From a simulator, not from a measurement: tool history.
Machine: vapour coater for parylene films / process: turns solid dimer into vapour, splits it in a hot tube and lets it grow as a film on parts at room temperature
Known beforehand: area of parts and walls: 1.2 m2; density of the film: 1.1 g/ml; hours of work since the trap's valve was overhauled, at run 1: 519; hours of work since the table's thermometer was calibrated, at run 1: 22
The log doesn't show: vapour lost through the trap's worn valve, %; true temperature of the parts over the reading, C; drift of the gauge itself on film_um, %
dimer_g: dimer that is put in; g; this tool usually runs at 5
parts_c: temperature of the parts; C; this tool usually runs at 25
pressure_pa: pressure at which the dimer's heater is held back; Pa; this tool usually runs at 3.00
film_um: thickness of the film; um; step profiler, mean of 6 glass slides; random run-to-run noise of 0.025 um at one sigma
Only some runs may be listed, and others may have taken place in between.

| run | day | dimer_g | parts_c | pressure_pa | hours of work since the trap's valve was overhauled | hours of work since the table's thermometer was calibrated | film_um |
|---|---|---|---|---|---|---|---|
| 1 | 0.000 | 5 | 25 | 3.00 | 519 | 22 | 2.48 |
| 2 | 0.758 | 5 | 25 | 3.00 | 527 | 30 | 2.46 |
| 3 | 1.221 | 3 | 25 | 3.00 | 531 | 34 | 1.45 |
| 4 | 1.767 | 5 | 24 | 3.00 | 537 | 40 | 2.54 |
| 5 | 2.454 | 5 | 24 | 3.00 | 543 | 46 | 2.54 |
|  | 3.167 | trap's valve overhauled |
| 6 | 3.321 | 5 | 24 | 3.00 | 1 | 53 | 2.92 |
| 7 | 3.788 | 5 | 24 | 3.00 | 6 | 58 | 2.93 |
| 8 | 4.375 | 5 | 24 | 3.00 | 12 | 64 | 2.96 |
| 9 | 5.088 | 5 | 24 | 3.00 | 19 | 71 | 2.90 |
| 10 | 5.846 | 5 | 24 | 3.00 | 26 | 78 | 2.87 |
| 11 | 6.267 | 5 | 26 | 5.75 | 30 | 82 | 2.41 |
| 12 | 6.817 | 2 | 26 | 3.69 | 36 | 88 | 1.03 |
| 13 | 7.279 | 7 | 35 | 9.80 | 40 | 92 | 2.02 |
| 14 | 7.875 | 4 | 33 | 8.43 | 46 | 98 | 1.30 |
| 15 | 8.183 | 4 | 33 | 8.43 | 49 | 101 | 1.28 |
| 16 | 8.933 | 5 | 28 | 3.57 | 57 | 108 | 2.34 |
| 17 | 9.583 | 5 | 28 | 3.57 | 63 | 115 | 2.30 |

Subtracting, for every run, the result it would have given without the tool's unlogged condition from the measured result gives the following. The same run-to-run variation enters both numbers; the gauge's scatter may not:
| run | film_um |
|---|---|
| 1 | -0.35 |
| 2 | -0.35 |
| 3 | -0.22 |
| 4 | -0.38 |
| 5 | -0.39 |
| 6 | +0.00 |
| 7 | +0.00 |
| 8 | -0.01 |
| 9 | -0.02 |
| 10 | -0.02 |
| 11 | -0.02 |
| 12 | -0.01 |
| 13 | -0.02 |
| 14 | -0.02 |
| 15 | -0.02 |
| 16 | -0.04 |
| 17 | -0.05 |

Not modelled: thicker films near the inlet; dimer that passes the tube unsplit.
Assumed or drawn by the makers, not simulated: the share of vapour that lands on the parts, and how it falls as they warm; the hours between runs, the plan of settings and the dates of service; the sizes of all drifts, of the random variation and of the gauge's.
